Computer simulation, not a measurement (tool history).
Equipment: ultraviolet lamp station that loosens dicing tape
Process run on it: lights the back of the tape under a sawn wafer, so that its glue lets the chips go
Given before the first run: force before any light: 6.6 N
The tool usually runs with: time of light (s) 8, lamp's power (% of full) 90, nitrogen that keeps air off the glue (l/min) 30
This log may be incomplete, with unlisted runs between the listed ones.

| run | hour | time of light (s) | lamp's power (% of full) | nitrogen that keeps air off the glue (l/min) | force that peels the tape off (N) | light that reached the tape (mJ/cm²) |
|---|---|---|---|---|---|---|
| 1 | 0 | 8 | 90 | 30 | 0.43 | 623 |
| 2 | 25.3 | 8 | 90 | 19 | 0.575 | 618 |
| 3 | 38 | 8 | 90 | 19 | 0.553 | 617 |
| 4 | 53.3 | 8 | 90 | 19 | 0.575 | 614 |
| 5 | 75.7 | 8 | 90 | 30 | 0.436 | 623 |
| 6 | 101.6 | 8 | 95 | 30 | 0.366 | 656 |
| 7 | 113.9 | 8 | 95 | 30 | 0.367 | 651 |
| 8 | 124.8 | 8 | 95 | 30 | 0.401 | 658 |
| 9 | 144.1 | 6 | 90 | 30 | 0.753 | 468 |
| 10 | 162.3 | 6 | 90 | 30 | 0.762 | 471 |
| 11 | 187 | 6 | 90 | 30 | 0.784 | 467 |
| 12 | 213 | 8 | 90 | 42 | 0.349 | 625 |
| 13 | 236.2 | 8 | 90 | 35 | 0.376 | 624 |
| 14 | 254.3 | 8 | 90 | 35 | 0.375 | 633 |
| 15 | 268.4 | 8 | 82 | 30 | 0.522 | 577 |
| 16 | 292.9 | 8 | 82 | 30 | 0.503 | 571 |
| 17 | 308.4 | 8 | 82 | 30 | 0.524 | 580 |
| 18 | 323.4 | 8 | 82 | 30 | 0.526 | 575 |
| 19 | 335.6 | 8 | 90 | 14 | 0.71 | 629 |
| 20 | 359.4 | 8 | 90 | 14 | 0.716 | 629 |
| 21 | 370.1 | 13 | 84 | 15 | 0.292 | 953 |
| 22 | 394.7 | 14 | 84 | 15 | 0.258 | 1035 |
| 23 | 410.1 | 14 | 84 | 15 | 0.256 | 1036 |
| 24 | 435.4 | 10 | 71 | 9 | 0.95 | 620 |
| 25 | 452.7 | 10 | 71 | 9 | 0.961 | 628 |
| 26 | 463.8 | 8 | 90 | 19 | 0.584 | 641 |
| 27 | 485.3 | 10 | 66 | 10 | 0.999 | 583 |
| 28 | 503.9 | 6 | 97 | 30 | 0.65 | 494 |
| 29 | 529.5 | 6 | 94 | 12 | 1.178 | 493 |
| 30 | 549 | 6 | 94 | 12 | 1.176 | 484 |
| 31 | 571.9 | 6 | 94 | 12 | 1.156 | 491 |
| 32 | 587.2 | 6 | 94 | 12 | 1.208 | 483 |
| 33 | 601.4 | 13 | 94 | 12 | 0.274 | 1063 |
| 34 | 619.6 | 13 | 94 | 12 | 0.267 | 1050 |
| 35 | 634.5 | 13 | 94 | 12 | 0.267 | 1061 |
| 36 | 660.4 | 6 | 78 | 29 | 0.992 | 409 |
| 37 | 671.6 | 6 | 78 | 29 | 1.028 | 403 |
| 38 | 690.2 | 9 | 79 | 13 | 0.73 | 619 |
| 39 | 706.4 | 8 | 90 | 26 | 0.46 | 620 |
| 40 | 728.9 | 8 | 78 | 30 | 0.563 | 548 |

Withheld: 2 entries from between the runs. Position of each, and hidden state at the listed run before versus the listed run after:
In the gap between runs 13 and 14: window cleaned of glue's vapour (hour 252.4)
  light that the window lets through, % of a clean one's: 99.8 -> 100; drift of the gauge itself on dose_mj_cm2, %: 1.41 -> 1.51
  measured result minus the result with no hidden state, light that reached the tape (mJ/cm²): +7 -> +9
In the gap between runs 27 and 28: gauge calibrated (hour 502.1)
  drift of the gauge itself on dose_mj_cm2, %: 2.89 -> 0.01
  measured result minus the result with no hidden state, light that reached the tape (mJ/cm²): +15 -> -1

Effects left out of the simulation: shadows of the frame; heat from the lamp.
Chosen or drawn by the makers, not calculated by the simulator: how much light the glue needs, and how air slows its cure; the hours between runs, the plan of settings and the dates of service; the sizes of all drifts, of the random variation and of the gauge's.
